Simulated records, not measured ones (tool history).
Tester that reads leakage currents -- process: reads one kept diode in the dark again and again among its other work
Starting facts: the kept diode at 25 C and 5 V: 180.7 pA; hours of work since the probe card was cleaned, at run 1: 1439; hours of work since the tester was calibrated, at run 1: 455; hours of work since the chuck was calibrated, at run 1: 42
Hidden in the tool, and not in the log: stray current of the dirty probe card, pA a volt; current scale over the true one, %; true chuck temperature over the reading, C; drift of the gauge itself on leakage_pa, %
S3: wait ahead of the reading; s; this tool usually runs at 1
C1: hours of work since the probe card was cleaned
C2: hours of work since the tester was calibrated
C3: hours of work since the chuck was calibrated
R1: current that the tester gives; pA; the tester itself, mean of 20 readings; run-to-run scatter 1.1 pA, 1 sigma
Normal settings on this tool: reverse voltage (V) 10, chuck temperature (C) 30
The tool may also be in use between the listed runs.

{"run": 1, "hour": 0.0, "reverse voltage (V)": 10, "chuck temperature (C)": 30, "S3": 1, "C1": 1439, "C2": 455, "C3": 42, "R1": 363.5}
{"run": 2, "hour": 76.9, "reverse voltage (V)": 10, "chuck temperature (C)": 30, "S3": 1, "C1": 1471, "C2": 486, "C3": 73, "R1": 361.51}
{"run": 3, "hour": 196.5, "reverse voltage (V)": 10, "chuck temperature (C)": 24, "S3": 1, "C1": 1519, "C2": 535, "C3": 122, "R1": 220.18}
{"run": 4, "hour": 255.9, "reverse voltage (V)": 10, "chuck temperature (C)": 30, "S3": 1, "C1": 1543, "C2": 559, "C3": 146, "R1": 352.63}
{"run": 5, "hour": 320.8, "reverse voltage (V)": 10, "chuck temperature (C)": 30, "S3": 1, "C1": 1570, "C2": 585, "C3": 172, "R1": 350.83}
{"run": 6, "hour": 439.5, "reverse voltage (V)": 10, "chuck temperature (C)": 30, "S3": 1, "C1": 1618, "C2": 634, "C3": 221, "R1": 347.09}
{"run": 7, "hour": 495.9, "reverse voltage (V)": 10, "chuck temperature (C)": 30, "S3": 1, "C1": 1641, "C2": 657, "C3": 244, "R1": 345.39}
{"run": 8, "hour": 559.3, "reverse voltage (V)": 10, "chuck temperature (C)": 30, "S3": 1, "C1": 1667, "C2": 682, "C3": 270, "R1": 341.81}
{"run": 9, "hour": 679.8, "reverse voltage (V)": 10, "chuck temperature (C)": 30, "S3": 1, "C1": 1716, "C2": 732, "C3": 319, "R1": 336.79}
{"run": 10, "hour": 787.0, "reverse voltage (V)": 10, "chuck temperature (C)": 30, "S3": 1, "C1": 1760, "C2": 775, "C3": 362, "R1": 331.16}
{"run": 11, "hour": 905.7, "reverse voltage (V)": 10, "chuck temperature (C)": 30, "S3": 1, "C1": 1808, "C2": 824, "C3": 411, "R1": 329.34}
{"run": 12, "hour": 1016.0, "reverse voltage (V)": 10, "chuck temperature (C)": 30, "S3": 1, "C1": 1853, "C2": 869, "C3": 456, "R1": 323.69}
{"run": 13, "hour": 1122.6, "reverse voltage (V)": 10, "chuck temperature (C)": 30, "S3": 1, "C1": 1897, "C2": 912, "C3": 499, "R1": 319.06}
{"hour": 1194.9, "done": "chuck's temperature calibrated"}
{"run": 14, "hour": 1211.3, "reverse voltage (V)": 10, "chuck temperature (C)": 30, "S3": 1, "C1": 1932, "C2": 947, "C3": 7, "R1": 373.32}
{"run": 15, "hour": 1283.5, "reverse voltage (V)": 14.9, "chuck temperature (C)": 30, "S3": 1, "C1": 1961, "C2": 977, "C3": 36, "R1": 432.37}
{"run": 16, "hour": 1390.0, "reverse voltage (V)": 10, "chuck temperature (C)": 30, "S3": 8.01, "C1": 2005, "C2": 1020, "C3": 80, "R1": 362.42}
{"run": 17, "hour": 1478.1, "reverse voltage (V)": 7.6, "chuck temperature (C)": 21, "S3": 4.92, "C1": 2041, "C2": 1056, "C3": 115, "R1": 155.52}
{"run": 18, "hour": 1580.3, "reverse voltage (V)": 7.6, "chuck temperature (C)": 21, "S3": 4.92, "C1": 2082, "C2": 1098, "C3": 157, "R1": 153.56}
{"run": 19, "hour": 1661.8, "reverse voltage (V)": 16.9, "chuck temperature (C)": 21, "S3": 2.87, "C1": 2115, "C2": 1131, "C3": 190, "R1": 217.14}
{"run": 20, "hour": 1759.2, "reverse voltage (V)": 1.3, "chuck temperature (C)": 51, "S3": 1, "C1": 2155, "C2": 1171, "C3": 230, "R1": 818.81}
{"run": 21, "hour": 1824.1, "reverse voltage (V)": 11, "chuck temperature (C)": 38, "S3": 1, "C1": 2182, "C2": 1197, "C3": 256, "R1": 674.08}
{"run": 22, "hour": 1949.1, "reverse voltage (V)": 4.8, "chuck temperature (C)": 30, "S3": 2.13, "C1": 2233, "C2": 1248, "C3": 307, "R1": 253.6}

For run 23, what comes out?
{"run": 23, "hour": 2053.4, "reverse voltage (V)": 4.8, "chuck temperature (C)": 30, "S3": 3.29, "C1": 2275, "C2": 1290, "C3": 350, "R1": "?"}

Run 23 came out at R1 253.2 pA.
Take away the tool's hidden state, keep the run-to-run variation as it was, and the same run would have given R1 273.94 pA.
